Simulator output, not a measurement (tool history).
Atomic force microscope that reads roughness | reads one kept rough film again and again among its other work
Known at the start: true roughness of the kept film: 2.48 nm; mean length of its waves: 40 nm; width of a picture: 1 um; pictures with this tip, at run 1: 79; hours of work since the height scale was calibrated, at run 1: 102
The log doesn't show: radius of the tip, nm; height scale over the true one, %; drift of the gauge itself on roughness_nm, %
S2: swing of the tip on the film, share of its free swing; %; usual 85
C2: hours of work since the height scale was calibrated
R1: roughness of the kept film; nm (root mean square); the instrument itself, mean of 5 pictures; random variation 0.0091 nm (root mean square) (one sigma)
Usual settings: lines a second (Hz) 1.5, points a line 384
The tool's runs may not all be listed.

{"run": 1, "day": 0.0, "lines a second (Hz)": 1.5, "S2": 85, "points a line": 384, "pictures with this tip": 79, "C2": 102, "R1": 2.017}
{"run": 2, "day": 0.167, "lines a second (Hz)": 1.5, "S2": 85, "points a line": 384, "pictures with this tip": 89, "C2": 104, "R1": 2.003}
{"run": 3, "day": 0.4, "lines a second (Hz)": 1.5, "S2": 85, "points a line": 384, "pictures with this tip": 103, "C2": 109, "R1": 1.996}
{"run": 4, "day": 0.667, "lines a second (Hz)": 1.5, "S2": 85, "points a line": 384, "pictures with this tip": 118, "C2": 113, "R1": 1.996}
{"run": 5, "day": 0.871, "lines a second (Hz)": 1.5, "S2": 85, "points a line": 384, "pictures with this tip": 131, "C2": 117, "R1": 1.977}
{"run": 6, "day": 1.233, "lines a second (Hz)": 1.5, "S2": 85, "points a line": 384, "pictures with this tip": 153, "C2": 123, "R1": 1.99}
{"run": 7, "day": 1.588, "lines a second (Hz)": 1.5, "S2": 85, "points a line": 384, "pictures with this tip": 174, "C2": 130, "R1": 1.971}
{"run": 8, "day": 1.867, "lines a second (Hz)": 1.5, "S2": 85, "points a line": 384, "pictures with this tip": 190, "C2": 135, "R1": 1.963}
{"run": 9, "day": 2.117, "lines a second (Hz)": 1.5, "S2": 85, "points a line": 384, "pictures with this tip": 206, "C2": 139, "R1": 1.964}
{"day": 2.171, "done": "new tip fitted"}
{"run": 10, "day": 2.362, "lines a second (Hz)": 1.5, "S2": 58, "points a line": 384, "pictures with this tip": 11, "C2": 143, "R1": 2.294}
{"run": 11, "day": 2.562, "lines a second (Hz)": 1.5, "S2": 58, "points a line": 384, "pictures with this tip": 23, "C2": 147, "R1": 2.286}
{"run": 12, "day": 2.788, "lines a second (Hz)": 1.31, "S2": 59, "points a line": 440, "pictures with this tip": 37, "C2": 151, "R1": 2.299}
{"run": 13, "day": 3.054, "lines a second (Hz)": 1.5, "S2": 87, "points a line": 384, "pictures with this tip": 53, "C2": 155, "R1": 1.998}
{"run": 14, "day": 3.246, "lines a second (Hz)": 1.5, "S2": 87, "points a line": 384, "pictures with this tip": 64, "C2": 159, "R1": 1.987}
{"run": 15, "day": 3.433, "lines a second (Hz)": 1.5, "S2": 85, "points a line": 595, "pictures with this tip": 75, "C2": 162, "R1": 2.009}
{"run": 16, "day": 3.6, "lines a second (Hz)": 1.6, "S2": 55, "points a line": 257, "pictures with this tip": 85, "C2": 165, "R1": 2.254}
{"run": 17, "day": 3.883, "lines a second (Hz)": 3.04, "S2": 81, "points a line": 587, "pictures with this tip": 102, "C2": 170, "R1": 1.82}
{"run": 18, "day": 4.108, "lines a second (Hz)": 3.04, "S2": 81, "points a line": 587, "pictures with this tip": 116, "C2": 174, "R1": 1.815}
{"run": 19, "day": 4.379, "lines a second (Hz)": 1.85, "S2": 89, "points a line": 339, "pictures with this tip": 132, "C2": 179, "R1": 1.858}
{"run": 20, "day": 4.725, "lines a second (Hz)": 2.95, "S2": 62, "points a line": 784, "pictures with this tip": 153, "C2": 185, "R1": 2.123}

5 ways to go on from here, each from the tool as it stands after run 20. What would each give?
{"run": "A", "day": 5.042, "lines a second (Hz)": 0.58, "S2": 71, "points a line": 508, "pictures with this tip": 172, "C2": 191, "R1": "?"}
{"run": "B", "day": 5.042, "lines a second (Hz)": 2.95, "S2": 62, "points a line": 918, "pictures with this tip": 172, "C2": 191, "R1": "?"}
{"run": "C", "day": 5.042, "lines a second (Hz)": 0.66, "S2": 64, "points a line": 396, "pictures with this tip": 172, "C2": 191, "R1": "?"}
{"run": "D", "day": 5.042, "lines a second (Hz)": 2.95, "S2": 56, "points a line": 784, "pictures with this tip": 172, "C2": 191, "R1": "?"}
{"run": "E", "day": 5.042, "lines a second (Hz)": 1.04, "S2": 62, "points a line": 785, "pictures with this tip": 172, "C2": 191, "R1": "?"}

run=A R1=2.228
run=B R1=2.099
run=C R1=2.255
run=D R1=2.161
run=E R1=2.241
Without the tool's hidden state the same runs would have given:
run=A R1=2.326
run=B R1=2.191
run=C R1=2.354
run=D R1=2.256
run=E R1=2.34
